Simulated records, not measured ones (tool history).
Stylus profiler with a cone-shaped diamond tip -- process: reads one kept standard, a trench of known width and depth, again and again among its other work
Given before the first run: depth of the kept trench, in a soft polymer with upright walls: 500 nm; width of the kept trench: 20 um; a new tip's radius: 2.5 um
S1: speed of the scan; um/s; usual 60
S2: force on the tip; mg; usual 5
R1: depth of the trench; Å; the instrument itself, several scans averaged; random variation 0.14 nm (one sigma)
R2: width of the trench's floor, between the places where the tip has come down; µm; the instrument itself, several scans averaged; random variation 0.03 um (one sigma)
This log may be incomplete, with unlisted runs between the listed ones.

Run 1, hour 0: usual settings. Result: R1 5071 Å, R2 15.77 µm.
Run 2, hour 76.1: usual settings but S1 24 um/s. Result: R1 5070.8 Å, R2 15.83 µm.
Run 3, hour 145.7: usual settings but S1 24 um/s. Result: R1 5071.9 Å, R2 15.82 µm.
Run 4, hour 183.3: usual settings but S1 24 um/s. Result: R1 5069.3 Å, R2 15.74 µm.
Run 5, hour 230.9: usual settings but S1 24 um/s. Result: R1 5069.6 Å, R2 15.74 µm.
Run 6, hour 299.6: usual settings but S1 24 um/s. Result: R1 5070.5 Å, R2 15.72 µm.
At hour 306: new tip fitted, height scale calibrated.
Run 7, hour 357.7: usual settings but S1 24 um/s. Result: R1 5089.5 Å, R2 16.92 µm.
Run 8, hour 433.9: usual settings but S1 24 um/s. Result: R1 5088.2 Å, R2 16.81 µm.
Run 9, hour 473.6: usual settings but S1 24 um/s. Result: R1 5092 Å, R2 16.83 µm.
Run 10, hour 535: usual settings but S1 24 um/s. Result: R1 5088.7 Å, R2 16.81 µm.
Run 11, hour 586.5: usual settings but S1 24 um/s. Result: R1 5084.8 Å, R2 16.74 µm.
Run 12, hour 622.4: usual settings but S1 24 um/s. Result: R1 5088.3 Å, R2 16.73 µm.
Run 13, hour 658.2: usual settings. Result: R1 5086.6 Å, R2 16.67 µm.
Run 14, hour 706: usual settings. Result: R1 5087.7 Å, R2 16.58 µm.
Run 15, hour 787.4: usual settings. Result: R1 5083.9 Å, R2 16.58 µm.
Run 16, hour 857.2: usual settings. Result: R1 5083.4 Å, R2 16.56 µm.
Run 17, hour 913.6: usual settings. Result: R1 5085.8 Å, R2 16.53 µm.
Run 18, hour 975.3: usual settings but S1 97 um/s. Result: R1 5082.1 Å, R2 16.39 µm.
Run 19, hour 1036: usual settings but S2 7.06 mg. Result: R1 5107.2 Å, R2 16.47 µm.
Run 20, hour 1105.4: usual settings but S2 7.06 mg. Result: R1 5104.4 Å, R2 16.42 µm.
Run 21, hour 1144.5: usual settings but S2 7.06 mg. Result: R1 5109.2 Å, R2 16.39 µm.
Run 22, hour 1200.6: usual settings but S2 7.06 mg. Result: R1 5107.9 Å, R2 16.35 µm.
Run 23, hour 1273.2: usual settings. Result: R1 5078.8 Å, R2 16.36 µm.
Run 24, hour 1307.8: usual settings but S1 48 um/s. Result: R1 5079.7 Å, R2 16.34 µm.
Run 25, hour 1381.2: usual settings but S1 48 um/s. Result: R1 5078.1 Å, R2 16.34 µm.
Run 26, hour 1449.8: usual settings but S1 48 um/s, S2 2.09 mg. Result: R1 5037.6 Å, R2 16.26 µm.
Run 27, hour 1497.1: usual settings but S1 232 um/s, S2 8.33 mg. Result: R1 5117.5 Å, R2 15.95 µm.
Run 28, hour 1566.9: usual settings but S1 107 um/s, S2 3.09 mg. Result: R1 5050.7 Å, R2 15.98 µm.
Run 29, hour 1646.6: usual settings but S1 107 um/s, S2 14.56 mg. Result: R1 5176.2 Å, R2 16.17 µm.
Run 30, hour 1702: usual settings but S1 107 um/s, S2 14.56 mg. Result: R1 5174.1 Å, R2 16.11 µm.
Run 31, hour 1762.3: usual settings but S1 38 um/s, S2 11.95 mg. Result: R1 5147.2 Å, R2 16.15 µm.
Run 32, hour 1824.7: usual settings but S1 38 um/s, S2 11.95 mg. Result: R1 5149.1 Å, R2 16.08 µm.
Run 33, hour 1867.2: usual settings but S1 64 um/s, S2 11.95 mg. Result: R1 5148.4 Å, R2 16.08 µm.
Run 34, hour 1931.5: usual settings but S1 38 um/s, S2 11.95 mg. Result: R1 5150.3 Å, R2 16.06 µm.
Run 35, hour 2001.7: usual settings but S2 2.71 mg. Result: R1 5041.1 Å, R2 15.89 µm.
Run 36, hour 2064.8: usual settings but S1 198 um/s, S2 8.77 mg. Result: R1 5115.5 Å, R2 15.77 µm.
Run 37, hour 2103: usual settings but S1 198 um/s, S2 8.77 mg. Result: R1 5114.3 Å, R2 15.75 µm.
Run 38, hour 2162.5: usual settings but S1 198 um/s, S2 8.77 mg. Result: R1 5116.5 Å, R2 15.69 µm.
Run 39, hour 2233.9: usual settings but S1 85 um/s, S2 4.25 mg. Result: R1 5063.7 Å, R2 15.74 µm.
Run 40, hour 2276.6: usual settings but S1 168 um/s, S2 3.11 mg. Result: R1 5045.5 Å, R2 15.56 µm.
Run 41, hour 2346.5: usual settings but S1 25 um/s. Result: R1 5070.2 Å, R2 15.9 µm.
Run 42, hour 2398.9: usual settings but S1 25 um/s. Result: R1 5073.4 Å, R2 15.93 µm.
Run 43, hour 2475.1: usual settings but S1 77 um/s. Result: R1 5071.7 Å, R2 15.71 µm.
Run 44, hour 2515: usual settings but S1 77 um/s. Result: R1 5067.4 Å, R2 15.7 µm.
Run 45, hour 2588.8: usual settings but S1 77 um/s. Result: R1 5067.6 Å, R2 15.63 µm.
Run 46, hour 2667.3: usual settings but S1 144 um/s, S2 5.39 mg. Result: R1 5073.1 Å, R2 15.58 µm.
At hour 2728.1: new tip fitted, height scale calibrated.
Run 47, hour 2743.4: usual settings but S1 144 um/s, S2 5.39 mg. Result: R1 5098.3 Å, R2 16.67 µm.

3 ways to go on from here, each from the tool as it stands after run 47. What would each give?
Run A, hour 2787.3: usual settings but S2 5.49 mg. Result: R1 ?, R2 ?.
Run B, hour 2787.3: usual settings but S2 2.55 mg. Result: R1 ?, R2 ?.
Run C, hour 2787.3: usual settings but S1 203 um/s, S2 2.43 mg. Result: R1 ?, R2 ?.

run      R1     R2
  A  5100.6  16.88
  B  5060.4  16.85
  C  5058.5  16.36
Stripped of hidden state, with their random variation kept, the same runs would have yielded:
run      R1     R2
  A  5100.8   16.9
  B  5060.6  16.87
  C  5058.7  16.38

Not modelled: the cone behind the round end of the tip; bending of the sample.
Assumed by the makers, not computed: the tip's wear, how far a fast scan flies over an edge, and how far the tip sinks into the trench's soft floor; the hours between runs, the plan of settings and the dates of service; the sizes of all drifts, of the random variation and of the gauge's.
